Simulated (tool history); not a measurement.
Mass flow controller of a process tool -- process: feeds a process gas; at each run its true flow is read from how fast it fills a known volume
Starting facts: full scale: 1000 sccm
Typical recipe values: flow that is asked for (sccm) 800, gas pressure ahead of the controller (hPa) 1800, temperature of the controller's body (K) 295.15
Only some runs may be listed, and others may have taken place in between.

run     hour  flow that is asked for (sccm)  gas pressure ahead of the controller (hPa)  temperature of the controller's body (K)  true flow (%)
  1      0.0                            800                                        1800                                    295.15          99.20
  2    290.5                            800                                        1800                                    295.15          99.23
  3    605.1                            800                                        1800                                    295.15          99.33
  4    823.2                            800                                        1800                                    295.15          99.26
  5   1141.7                            800                                        1800                                    295.15          99.32
  6   1645.7                            800                                        1800                                    295.15          99.52
  7   1955.1                            800                                        1800                                    295.15          99.73
  8   2407.3                            800                                        1800                                    307.15         100.22
  9   2801.6                            800                                        1800                                    295.15          99.83
 10   3311.3                            800                                        1800                                    295.15          99.93
 11   3673.4                            126                                        1800                                    295.15          97.97
 12   4045.1                            210                                        1800                                    295.15          98.21
 13   4504.8                            210                                        1800                                    295.15          98.60
 14   4924.3                            210                                        1800                                    295.15          98.61
 15   5460.1                            210                                        1800                                    295.15          98.71
 16   5869.0                            210                                        1800                                    295.15          98.89
 17   6091.8                            800                                        2320                                    295.15         100.87
 18   6365.3                            800                                        2320                                    295.15         100.91
 19   6858.3                            800                                        2320                                    295.15         101.02
 20   7233.4                            800                                        2330                                    301.15         101.36
      7339.8  -- controller's zero set anew
 21   7558.5                            128                                        1800                                    311.15          99.49
 22   7870.2                            685                                        2560                                    311.15         101.57
 23   8216.8                            264                                        2090                                    295.15          99.61
 24   8458.1                            800                                        1800                                    295.15         101.00
 25   8745.0                            800                                        1800                                    295.15         101.13
 26   9103.8                            370                                        2450                                    303.15         100.70
 27   9396.1                            800                                        2610                                    294.15         101.62
 28   9926.0                            800                                        1460                                    297.15         101.37
 29  10221.0                            844                                        1800                                    295.15         101.61
 30  10534.1                            844                                        1800                                    295.15         101.64
 31  10988.9                            844                                        1800                                    295.15         101.89
 32  11290.7                            473                                        2020                                    297.15         101.02
 33  11734.9                            473                                        2020                                    297.15         101.13
 34  12030.1                            473                                        2020                                    296.15         101.08
     12130.7  -- gauge calibrated
 35  12266.5                            469                                        1850                                    300.15          98.32
 36  12487.4                            927                                        1940                                    303.15         100.12
 37  12714.7                            927                                        2710                                    295.15         100.28

Pick out some run-to-run changes in true flow (%). Of each, how much would a tool without hidden state show as well, from the settings, what came in and chance, and how much is left for the hidden state and any gauge scatter not in both results compared?
The hidden state here: flow at rest that the sensor doesn't see, % of full scale; true flow over the shown one, %; drift of the gauge itself on true_pct, %.
Run 5 -> 6: nothing adjusted, nothing logged. true flow (%) +0.20: hidden state +0.12, all else +0.08.
Run 14 -> 15: nothing adjusted, nothing logged. true flow (%) +0.10: hidden state +0.12, all else -0.02.
Run 16 -> 17: flow that is asked for (sccm) 210 -> 800, gas pressure ahead of the controller (hPa) 1800 -> 2320. true flow (%) +1.98: hidden state +0.06, all else +1.92.
Run 21 -> 22: flow that is asked for (sccm) 128 -> 685, gas pressure ahead of the controller (hPa) 1800 -> 2560. true flow (%) +2.08: hidden state +0.11, all else +1.97.
Run 34 -> 35: flow that is asked for (sccm) 473 -> 469, gas pressure ahead of the controller (hPa) 2020 -> 1850, temperature of the controller's body (K) 296.15 -> 300.15, gauge calibrated. true flow (%) -2.76: hidden state -2.71, all else -0.05.
